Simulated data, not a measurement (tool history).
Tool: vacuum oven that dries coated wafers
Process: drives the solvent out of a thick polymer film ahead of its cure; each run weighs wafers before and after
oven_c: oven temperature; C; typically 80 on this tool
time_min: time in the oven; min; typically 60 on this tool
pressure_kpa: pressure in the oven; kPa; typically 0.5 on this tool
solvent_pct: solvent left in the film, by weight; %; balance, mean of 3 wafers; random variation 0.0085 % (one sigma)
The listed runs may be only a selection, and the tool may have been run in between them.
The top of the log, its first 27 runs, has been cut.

run	day	oven_c	time_min	pressure_kpa	solvent_pct
28	15.846	80	44	1.455	2.077
29	16.525	89	60	0.404	0.275
30	17.221	80	37	0.404	2.318
31	17.954	80	37	0.404	2.313
32	18.442	69	105	0.5	1.269
33	19.021	69	105	0.5	1.255
34	19.667	69	46	0.36	4.003
35	20.275	77	107	0.687	0.517
36	21.062	77	50	0.687	1.972
37	21.771	80	60	0.463	0.963
38	22.517	92	66	0.327	0.154
39	23.108	92	66	0.327	0.164
40	23.842	89	35	0.284	0.948
41	24.629	80	81	0.364	0.464
42	25.262	80	60	1.322	1.244
43	26.067	67	60	0.5	3.467
44	26.692	67	60	0.5	3.459
45	27.325	67	60	0.5	3.46
46	28.158	81	46	0.26	1.376
47	28.879	81	46	0.26	1.357
48	29.517	81	46	0.26	1.35

Here are 3 independent what-if runs from the current tool condition. What would each one return?
A	30.125	74	71	0.317	?
B	30.125	80	32	0.5	?
C	30.125	80	35	0.5	?

run	solvent_pct
A	1.314
B	2.831
C	2.504
Take away the tool's hidden state, keep each run's random variation, and the runs would have read:
run	solvent_pct
A	1.567
B	3.248
C	2.898
